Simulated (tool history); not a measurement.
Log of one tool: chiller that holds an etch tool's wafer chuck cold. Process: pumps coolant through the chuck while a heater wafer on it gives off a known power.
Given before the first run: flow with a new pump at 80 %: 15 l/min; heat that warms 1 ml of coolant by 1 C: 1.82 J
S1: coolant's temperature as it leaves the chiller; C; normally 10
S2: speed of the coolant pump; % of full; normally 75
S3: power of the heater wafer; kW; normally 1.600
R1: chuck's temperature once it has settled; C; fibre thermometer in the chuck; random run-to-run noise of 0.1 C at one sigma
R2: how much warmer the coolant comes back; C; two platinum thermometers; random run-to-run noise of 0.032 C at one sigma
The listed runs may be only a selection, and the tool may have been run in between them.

{"run": 1, "hour": 0.0, "S1": 10, "S2": 75, "S3": 1.6, "R1": 20.1, "R2": 3.72}
{"run": 2, "hour": 24.0, "S1": 10, "S2": 75, "S3": 1.6, "R1": 19.8, "R2": 3.72}
{"run": 3, "hour": 55.2, "S1": 10, "S2": 75, "S3": 1.6, "R1": 19.9, "R2": 3.75}
{"run": 4, "hour": 99.0, "S1": 10, "S2": 75, "S3": 1.6, "R1": 19.9, "R2": 3.75}
{"run": 5, "hour": 136.0, "S1": 10, "S2": 75, "S3": 1.6, "R1": 19.9, "R2": 3.74}
{"run": 6, "hour": 177.2, "S1": 18, "S2": 75, "S3": 1.6, "R1": 28.0, "R2": 3.72}
{"run": 7, "hour": 201.8, "S1": 10, "S2": 75, "S3": 1.6, "R1": 20.0, "R2": 3.71}
{"run": 8, "hour": 242.8, "S1": 10, "S2": 75, "S3": 1.6, "R1": 20.1, "R2": 3.77}
{"run": 9, "hour": 267.5, "S1": 10, "S2": 75, "S3": 1.6, "R1": 20.0, "R2": 3.74}
{"run": 10, "hour": 311.9, "S1": 10, "S2": 75, "S3": 1.6, "R1": 19.9, "R2": 3.7}
{"run": 11, "hour": 350.3, "S1": 10, "S2": 75, "S3": 1.6, "R1": 20.1, "R2": 3.74}
{"run": 12, "hour": 383.2, "S1": 10, "S2": 75, "S3": 1.6, "R1": 19.9, "R2": 3.73}
{"run": 13, "hour": 429.0, "S1": 10, "S2": 75, "S3": 1.6, "R1": 19.8, "R2": 3.74}
{"run": 14, "hour": 452.3, "S1": 10, "S2": 75, "S3": 1.6, "R1": 19.9, "R2": 3.76}
{"run": 15, "hour": 498.1, "S1": 16, "S2": 75, "S3": 1.6, "R1": 26.0, "R2": 3.78}
{"run": 16, "hour": 534.2, "S1": 18, "S2": 75, "S3": 1.6, "R1": 28.1, "R2": 3.73}
{"run": 17, "hour": 573.7, "S1": 18, "S2": 75, "S3": 1.6, "R1": 27.8, "R2": 3.73}
{"run": 18, "hour": 618.9, "S1": 9, "S2": 85, "S3": 1.179, "R1": 15.7, "R2": 2.5}
{"run": 19, "hour": 641.8, "S1": 10, "S2": 83, "S3": 1.6, "R1": 19.1, "R2": 3.41}
{"run": 20, "hour": 664.6, "S1": 10, "S2": 84, "S3": 1.094, "R1": 16.3, "R2": 2.33}
{"run": 21, "hour": 689.5, "S1": 10, "S2": 66, "S3": 1.114, "R1": 17.7, "R2": 2.9}
{"run": 22, "hour": 728.3, "S1": 6, "S2": 64, "S3": 2.103, "R1": 21.1, "R2": 5.66}
{"run": 23, "hour": 749.6, "S1": 2, "S2": 75, "S3": 1.6, "R1": 12.0, "R2": 3.72}
{"run": 24, "hour": 783.6, "S1": 2, "S2": 75, "S3": 1.6, "R1": 12.0, "R2": 3.74}
{"run": 25, "hour": 823.0, "S1": 17, "S2": 74, "S3": 0.89, "R1": 22.6, "R2": 2.16}

The next listed run, before its measurement:
{"run": 26, "hour": 863.2, "S1": 9, "S2": 77, "S3": 1.6, "R1": "?", "R2": "?"}

R1: 18.7 C
R2: 3.59 C
Were there no unlogged condition in the tool, this run, its random variation unchanged, would have produced R1 18.7 C, R2 3.59 C.
